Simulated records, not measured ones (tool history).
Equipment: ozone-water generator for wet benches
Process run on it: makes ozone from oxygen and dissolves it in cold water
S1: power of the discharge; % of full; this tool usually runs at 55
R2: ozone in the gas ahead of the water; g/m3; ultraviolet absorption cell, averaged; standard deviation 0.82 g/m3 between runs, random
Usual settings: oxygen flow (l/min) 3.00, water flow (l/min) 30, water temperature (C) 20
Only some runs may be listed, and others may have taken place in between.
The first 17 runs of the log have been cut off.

Run 18, hour 790.6: usual settings. Result: dissolved ozone (ppm) 5.6, R2 120.2 g/m3.
Run 19, hour 820.5: usual settings but S1 86 % of full. Result: dissolved ozone (ppm) 7.3, R2 155.7 g/m3.
Run 20, hour 881.3: usual settings but S1 73 % of full, oxygen flow (l/min) 1.82, water flow (l/min) 42, water temperature (C) 15. Result: dissolved ozone (ppm) 4.2, R2 197.7 g/m3.
Run 21, hour 943.8: usual settings but S1 62 % of full, oxygen flow (l/min) 2.57, water flow (l/min) 24. Result: dissolved ozone (ppm) 7.6, R2 141.2 g/m3.
Run 22, hour 1006.1: usual settings but S1 62 % of full, oxygen flow (l/min) 2.57, water flow (l/min) 24. Result: dissolved ozone (ppm) 7.5, R2 143.1 g/m3.
Run 23, hour 1043.6: usual settings but S1 89 % of full, oxygen flow (l/min) 1.67, water flow (l/min) 41, water temperature (C) 17. Result: dissolved ozone (ppm) 4.7, R2 233.7 g/m3.
Run 24, hour 1073.1: usual settings but oxygen flow (l/min) 1.52, water flow (l/min) 43, water temperature (C) 26. Result: dissolved ozone (ppm) 3.2, R2 188.9 g/m3.
Run 25, hour 1108.2: usual settings but oxygen flow (l/min) 5.37, water flow (l/min) 42, water temperature (C) 26. Result: dissolved ozone (ppm) 3.7, R2 81.8 g/m3.
Run 26, hour 1162.3: usual settings but S1 84 % of full, oxygen flow (l/min) 2.68, water temperature (C) 15. Result: dissolved ozone (ppm) 7.2, R2 163.5 g/m3.
Run 27, hour 1218.0: usual settings but oxygen flow (l/min) 5.21. Result: dissolved ozone (ppm) 5.5, R2 80.6 g/m3.
Run 28, hour 1264.2: usual settings but S1 52 % of full, water temperature (C) 16. Result: dissolved ozone (ppm) 5.6, R2 116.2 g/m3.
Run 29, hour 1302.3: usual settings but S1 52 % of full, water temperature (C) 16. Result: dissolved ozone (ppm) 5.4, R2 115.0 g/m3.
Run 30, hour 1342.1: usual settings but S1 52 % of full, water temperature (C) 16. Result: dissolved ozone (ppm) 5.4, R2 114.1 g/m3.
Run 31, hour 1401.7: usual settings but S1 86 % of full, oxygen flow (l/min) 2.32, water temperature (C) 27. Result: dissolved ozone (ppm) 6.7, R2 180.5 g/m3.
Run 32, hour 1462.5: usual settings but water flow (l/min) 29. Result: dissolved ozone (ppm) 5.7, R2 117.3 g/m3.
Run 33, hour 1515.6: usual settings but S1 44 % of full, oxygen flow (l/min) 5.11, water flow (l/min) 29. Result: dissolved ozone (ppm) 4.8, R2 71.4 g/m3.

Alternative continuations, all from the tool just after run 33; predict every row:
Run A, hour 1552.9: usual settings but oxygen flow (l/min) 2.31, water flow (l/min) 31. Result: dissolved ozone (ppm) ?, R2 ?.
Run B, hour 1552.9: usual settings but S1 44 % of full, oxygen flow (l/min) 2.49, water flow (l/min) 29, water temperature (C) 22. Result: dissolved ozone (ppm) ?, R2 ?.
Run C, hour 1552.9: usual settings but oxygen flow (l/min) 2.98, water flow (l/min) 42. Result: dissolved ozone (ppm) ?, R2 ?.

run  dissolved ozone (ppm)     R2
  A                    5.4  140.6
  B                    4.9  117.4
  C                    3.7  117.3
Stripped of hidden state, with their random variation kept, the same runs would have yielded:
run  dissolved ozone (ppm)     R2
  A                    6.0  155.9
  B                    5.4  128.2
  C                    4.2  130.2

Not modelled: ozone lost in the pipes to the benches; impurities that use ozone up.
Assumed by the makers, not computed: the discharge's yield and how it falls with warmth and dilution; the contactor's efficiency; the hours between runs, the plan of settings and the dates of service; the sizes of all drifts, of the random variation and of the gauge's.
